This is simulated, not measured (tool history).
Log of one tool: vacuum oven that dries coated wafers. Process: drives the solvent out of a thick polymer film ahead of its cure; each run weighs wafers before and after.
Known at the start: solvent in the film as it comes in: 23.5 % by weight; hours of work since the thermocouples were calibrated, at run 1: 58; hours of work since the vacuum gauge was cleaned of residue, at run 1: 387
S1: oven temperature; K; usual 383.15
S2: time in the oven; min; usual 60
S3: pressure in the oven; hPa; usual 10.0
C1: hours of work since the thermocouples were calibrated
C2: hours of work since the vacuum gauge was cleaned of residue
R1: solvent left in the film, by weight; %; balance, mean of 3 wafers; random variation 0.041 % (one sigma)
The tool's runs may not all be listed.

run   hour      S1   S2    S3   C1   C2     R1
  1    0.0  383.15   60  10.0   58  387   1.49
  2   11.7  383.15   37  10.0   62  392   3.59
  3   27.1  383.15   60  10.0   69  398   1.49
  4   51.5  383.15   60  10.0   78  408   1.52
  5   64.9  383.15   60  10.0   84  413   1.48
  6   85.8  383.15   60  10.0   92  422   1.46
  7  109.7  383.15   60  10.0  102  431   1.45
  8  135.2  383.15   60  36.8  112  442   2.57
  9  156.4  383.15   60  36.8  120  450   2.77
 10  176.5  372.15   60  10.0  128  458   5.08
 11  194.8  372.15   60  10.0  136  465   5.13
 12  217.1  372.15   60  10.0  145  474   4.99
 13  236.3  372.15   60  10.0  152  482   5.08
 14  260.6  372.15   60  10.0  162  492   5.11
 15  275.5  383.15   67  10.0  168  498   1.17
 16  296.3  370.15   30   9.0  176  506  10.57
 17  307.3  370.15   42  18.3  181  511   8.89
 18  326.3  383.15   60  21.2  189  518   1.98
 19  350.3  380.15   72  24.7  198  528   2.35
 20  374.7  375.15   60  36.7  208  538   5.31
 21  397.0  375.15   60  36.7  217  547   5.38
 22  408.0  386.15  101  10.0  221  551   0.51
 23  427.5  386.15  101  10.0  229  559   0.55
 24  448.0  386.15  101  10.0  237  567   0.54

4 ways to go on from here, each from the tool as it stands after run 24. What would each give?
  A  473.0  396.15  57  10.0  247  577   ?
  B  473.0  372.15  65   5.2  247  577   ?
  C  473.0  372.15  86  10.0  247  577   ?
  D  473.0  369.15  88   5.0  247  577   ?

run    R1
  A  0.39
  B  4.43
  C  3.08
  D  3.94
Without the tool's hidden state the same runs would have given:
run    R1
  A  0.34
  B  4.22
  C  2.89
  D  3.72

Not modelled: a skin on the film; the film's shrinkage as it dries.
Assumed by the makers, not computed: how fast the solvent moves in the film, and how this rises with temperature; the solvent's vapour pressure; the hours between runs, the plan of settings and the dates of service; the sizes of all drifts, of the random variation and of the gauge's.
